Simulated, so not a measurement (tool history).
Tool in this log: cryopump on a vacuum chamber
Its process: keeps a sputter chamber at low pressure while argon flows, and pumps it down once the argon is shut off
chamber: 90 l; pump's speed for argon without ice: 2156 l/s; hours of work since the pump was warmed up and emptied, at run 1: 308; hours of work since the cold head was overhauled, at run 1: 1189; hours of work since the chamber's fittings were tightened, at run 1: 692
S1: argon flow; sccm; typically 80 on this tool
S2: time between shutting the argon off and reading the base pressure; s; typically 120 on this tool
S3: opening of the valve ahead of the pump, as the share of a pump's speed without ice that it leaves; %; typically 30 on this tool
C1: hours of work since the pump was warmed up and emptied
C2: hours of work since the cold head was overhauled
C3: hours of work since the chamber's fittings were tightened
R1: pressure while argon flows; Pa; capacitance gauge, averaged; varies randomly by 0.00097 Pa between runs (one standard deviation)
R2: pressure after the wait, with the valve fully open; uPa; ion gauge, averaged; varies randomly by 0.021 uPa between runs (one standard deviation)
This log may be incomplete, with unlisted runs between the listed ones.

run    hour   S1   S2  S3   C1    C2    C3      R1    R2
  1       0   80  120  30  308  1189   692  0.2194   0.6
  2    79.9   80  120  51  366  1247   751  0.1363  0.62
  3   157.5   80  120  51  423  1304   808  0.1393  0.66
  4   233.1   80  120  51  478  1359   863  0.1405  0.68
  5   314.1   80  120  51  538  1419   922  0.1429  0.73
  6   358.8   80  120  55  570  1451   955  0.1351  0.78
  7   402.6   80  120  55  602  1483   987   0.138  0.73
  8   455.3   80  120  55  641  1522  1026   0.139  0.78
  9   552.4   80  120  55  712  1593  1097  0.1426  0.79
 10   595.3   80  120  30  744  1625  1128  0.2387  0.78
      631.1  -- pump warmed up, emptied and cooled again
 11   661.7   59  120  30   22  1670  1173  0.1548  0.67
 12   729.8   80  120  30   72  1719  1223  0.2133  0.67
 13   783.8   80  120  30  112  1759  1262  0.2153  0.69
 14   849.9   80  120  30  160  1807  1311  0.2149  0.73
 15   918.9   80  120  30  211  1858  1361  0.2189  0.72
 16   996.6   80  120  30  268  1915  1418  0.2193  0.74
 17  1052.4   80  206  30  309  1956  1459    0.22  0.62
     1071.5  -- leaking fittings of the chamber tightened, without venting
 18  1141.5   59  206  30  372  2019    51  0.1642  0.36
 19  1190.9   46  297  28  408  2056    87   0.138  0.35
 20  1284.6   46  297  28  477  2124   156  0.1384  0.34
 21  1350.2   80  114  30  525  2172   204  0.2281  0.59
 22  1443.6  100   93  51  594  2241   272  0.1823  0.65
 23  1504.7   55  106  56  638  2285   317  0.0951  0.65
 24  1574.7   38  265  25  690  2337   368  0.1321  0.44
 25  1650.7   35   67  17  745  2392   424  0.1745   0.9
     1687.8  -- pump warmed up, emptied and cooled again
 26  1752.6   50  235  25   47  2463   495  0.1587  0.39
 27  1820.8   80   95  30   97  2513   545  0.2149  0.65
 28  1878.4   48   75  50  140  2555   587  0.0794  0.81
 29  1968.7  114  151  30  206  2621   653  0.3105  0.57
 30    2067   88  277  28  278  2693   725  0.2589  0.46
 31    2145   88  277  28  335  2751   782  0.2586  0.44

Alternative continuations, all from the tool just after run 31; predict every row:
  A  2238.5  104   70  21  403  2819  851   ?   ?
  B  2238.5   65  277  49  403  2819  851   ?   ?
  C  2238.5   88   30  28  403  2819  851   ?   ?

run      R1    R2
  A  0.4069  0.89
  B  0.1157  0.47
  C  0.2628  1.71
Had the tool no hidden state, the same runs would have come out as:
run      R1    R2
  A  0.3871  0.69
  B  0.1034  0.28
  C   0.246  1.52

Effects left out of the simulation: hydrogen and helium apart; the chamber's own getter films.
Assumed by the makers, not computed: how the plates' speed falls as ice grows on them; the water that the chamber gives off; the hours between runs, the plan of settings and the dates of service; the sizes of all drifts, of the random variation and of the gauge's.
